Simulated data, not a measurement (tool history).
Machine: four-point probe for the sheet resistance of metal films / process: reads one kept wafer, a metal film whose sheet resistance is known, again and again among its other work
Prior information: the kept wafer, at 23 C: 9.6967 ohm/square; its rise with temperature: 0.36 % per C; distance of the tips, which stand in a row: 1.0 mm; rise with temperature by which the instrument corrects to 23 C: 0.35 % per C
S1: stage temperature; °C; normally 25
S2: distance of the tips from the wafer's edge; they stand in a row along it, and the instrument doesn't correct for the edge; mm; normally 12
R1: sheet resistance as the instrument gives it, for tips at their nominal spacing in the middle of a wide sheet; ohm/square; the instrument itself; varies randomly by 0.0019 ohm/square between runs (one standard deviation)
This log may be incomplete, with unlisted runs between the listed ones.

Run 1, hour 0.0: usual settings. Result: R1 9.780276 ohm/square.
Run 2, hour 88.4: usual settings. Result: R1 9.772025 ohm/square.
Run 3, hour 174.1: usual settings. Result: R1 9.769896 ohm/square.
Run 4, hour 250.3: usual settings. Result: R1 9.767079 ohm/square.
Run 5, hour 304.3: usual settings. Result: R1 9.763395 ohm/square.
Run 6, hour 429.1: usual settings. Result: R1 9.761303 ohm/square.
Run 7, hour 553.7: usual settings. Result: R1 9.754098 ohm/square.
Run 8, hour 618.8: usual settings but S2 4 mm. Result: R1 10.033623 ohm/square.
Run 9, hour 688.0: usual settings but S2 7 mm. Result: R1 9.824187 ohm/square.
Run 10, hour 800.0: usual settings but S2 57 mm. Result: R1 9.710701 ohm/square.
Run 11, hour 928.0: usual settings but S2 57 mm. Result: R1 9.709656 ohm/square.
Run 12, hour 1034.3: usual settings but S1 19 °C. Result: R1 9.732601 ohm/square.
Run 13, hour 1107.4: usual settings but S1 19 °C. Result: R1 9.732250 ohm/square.
Run 14, hour 1206.5: usual settings but S1 19 °C. Result: R1 9.731174 ohm/square.
Run 15, hour 1329.5: usual settings but S1 19 °C, S2 6 mm. Result: R1 9.829820 ohm/square.
At hour 1354.6: new probe head fitted.
Run 16, hour 1435.7: usual settings but S1 22 °C, S2 69 mm. Result: R1 9.706694 ohm/square.
Run 17, hour 1541.3: usual settings but S1 22 °C, S2 10 mm. Result: R1 9.758890 ohm/square.
Run 18, hour 1599.0: usual settings but S1 23 °C, S2 51 mm. Result: R1 9.703947 ohm/square.
Run 19, hour 1687.7: usual settings but S1 32 °C. Result: R1 9.741574 ohm/square.
Run 20, hour 1814.5: usual settings but S1 30 °C. Result: R1 9.736245 ohm/square.
Run 21, hour 1868.8: usual settings but S1 33 °C, S2 15 mm. Result: R1 9.722441 ohm/square.
Run 22, hour 1957.5: usual settings but S1 30 °C, S2 6 mm. Result: R1 9.838861 ohm/square.
At hour 2079.5: stage's thermometer calibrated.
Run 23, hour 2079.5: usual settings but S2 10 mm. Result: R1 9.719785 ohm/square.
Run 24, hour 2183.7: usual settings but S2 46 mm. Result: R1 9.669362 ohm/square.
Run 25, hour 2257.4: usual settings but S1 19 °C, S2 43 mm. Result: R1 9.661094 ohm/square.
Run 26, hour 2381.9: usual settings but S1 35 °C, S2 15 mm. Result: R1 9.689574 ohm/square.

Some steps in R1, run to run, broken into two amounts with sign: the step expected even without the hidden condition (settings, incoming material, random variation), and the rest, left for the hidden condition together with whatever gauge scatter is not in both the measured and the hidden-condition-free result:
Hidden conditions of the tool in this case: inner tips' distance over the nominal, %; tips' flats over new ones', %; wafer's true temperature over the reading, C; drift of the gauge itself on sheet_ohm, %.
Run 7 -> 8: S2 12 -> 4. R1 +0.279525 ohm/square: hidden state -0.001832, all else +0.281357.
Run 8 -> 9: S2 4 -> 7. R1 -0.209436 ohm/square: hidden state -0.002871, all else -0.206565.
Run 15 -> 16: S1 19 -> 22, S2 6 -> 69, new probe head fitted. R1 -0.123126 ohm/square: hidden state +0.018756, all else -0.141882.
Run 22 -> 23: S1 30 -> 25, S2 6 -> 10, stage's thermometer calibrated. R1 -0.119076 ohm/square: hidden state -0.023927, all else -0.095149.
